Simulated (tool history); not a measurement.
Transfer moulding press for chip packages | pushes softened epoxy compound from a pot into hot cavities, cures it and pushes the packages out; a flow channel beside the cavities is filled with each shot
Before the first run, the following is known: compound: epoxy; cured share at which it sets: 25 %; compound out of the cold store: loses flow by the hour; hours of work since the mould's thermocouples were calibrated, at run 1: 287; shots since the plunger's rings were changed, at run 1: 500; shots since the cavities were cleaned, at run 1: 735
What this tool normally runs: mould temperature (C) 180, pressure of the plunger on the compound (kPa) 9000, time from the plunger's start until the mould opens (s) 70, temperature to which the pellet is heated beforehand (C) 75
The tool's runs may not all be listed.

run	hour	mould temperature (C)	pressure of the plunger on the compound (kPa)	time from the plunger's start until the mould opens (s)	temperature to which the pellet is heated beforehand (C)	hours of work since the mould's thermocouples were calibrated	shots since the plunger's rings were changed	shots since the cavities were cleaned	incoming compound's hours out of the cold store	length that the compound runs in the flow channel (mm)	greatest force on the pins that push the packages out (N)
1	0.0	180	9000	70	75	287	500	735	11.6	608	1056
2	14.6	181	9000	70	75	296	739	974	23.4	584	980
# hour 17.2: cavities cleaned with cleaning compound and waxed
3	25.2	180	9000	70	75	303	888	131	43.0	535	661
4	34.3	180	9000	70	75	309	1037	280	44.2	532	783
5	43.8	180	9000	70	75	315	1191	434	27.7	566	844
6	50.3	180	9000	70	75	319	1298	541	14.2	582	946
7	56.6	180	9000	70	67	324	1402	645	39.3	534	950
8	69.6	180	9000	70	67	332	1614	857	39.6	535	1039
# hour 79.2: cavities cleaned with cleaning compound and waxed
9	81.9	180	9000	70	67	340	1791	45	12.1	587	624
10	91.2	180	9000	70	67	346	1943	197	43.5	529	716
11	102.4	180	9000	70	67	353	2125	379	9.9	592	906
12	115.3	180	9000	70	75	362	2337	591	11.4	585	947
13	122.6	180	9000	70	75	367	2456	710	18.3	571	991
14	129.6	180	9000	70	66	372	2571	825	34.6	534	1039
# hour 141.5: cavities cleaned with cleaning compound and waxed
15	142.4	180	9000	70	74	379	2755	15	12.1	588	589
16	152.4	180	9060	81	75	386	2919	179	8.1	582	551
17	161.2	175	9060	81	81	392	3063	323	22.4	561	776
# hour 164.0: mould's thermocouples calibrated
18	171.7	177	9060	63	81	5	3202	462	9.5	589	1469
# hour 176.3: plunger's sealing rings changed
19	184.8	177	9060	63	81	12	138	634	45.4	546	1478
20	192.6	177	9060	63	81	18	266	762	27.1	584	1573
21	200.9	175	7630	83	74	23	403	899	13.8	565	959
# hour 207.2: cavities cleaned with cleaning compound and waxed
# hour 210.2: mould's thermocouples calibrated, once more
22	216.4	178	9000	70	78	4	599	119	20.9	595	751
23	229.7	178	9000	70	78	13	816	336	14.8	604	903
24	242.2	180	7950	70	75	22	1020	540	40.8	513	845
25	250.6	184	7950	70	81	27	1158	678	47.9	491	731
26	264.2	184	7950	70	81	36	1379	899	29.9	515	753
# hour 270.4: cavities cleaned with cleaning compound and waxed
27	278.7	184	9010	82	77	45	1592	135	27.6	551	462

What if the next run were any one of these 4? Each begins from the tool's condition after run 27:
A	287.1	180	9000	84	83	51	1730	273	23.0	?	?
B	287.1	173	8290	86	77	51	1730	273	32.0	?	?
C	287.1	180	9000	50	75	51	1730	273	17.5	?	?
D	287.1	184	9010	80	66	51	1730	273	41.0	?	?

run	length that the compound runs in the flow channel (mm)	greatest force on the pins that push the packages out (N)
A	561	531
B	536	703
C	587	1876
D	516	522
Had the tool no hidden state, the same runs would have come out as:
run	length that the compound runs in the flow channel (mm)	greatest force on the pins that push the packages out (N)
A	576	378
B	551	499
C	603	1337
D	530	370

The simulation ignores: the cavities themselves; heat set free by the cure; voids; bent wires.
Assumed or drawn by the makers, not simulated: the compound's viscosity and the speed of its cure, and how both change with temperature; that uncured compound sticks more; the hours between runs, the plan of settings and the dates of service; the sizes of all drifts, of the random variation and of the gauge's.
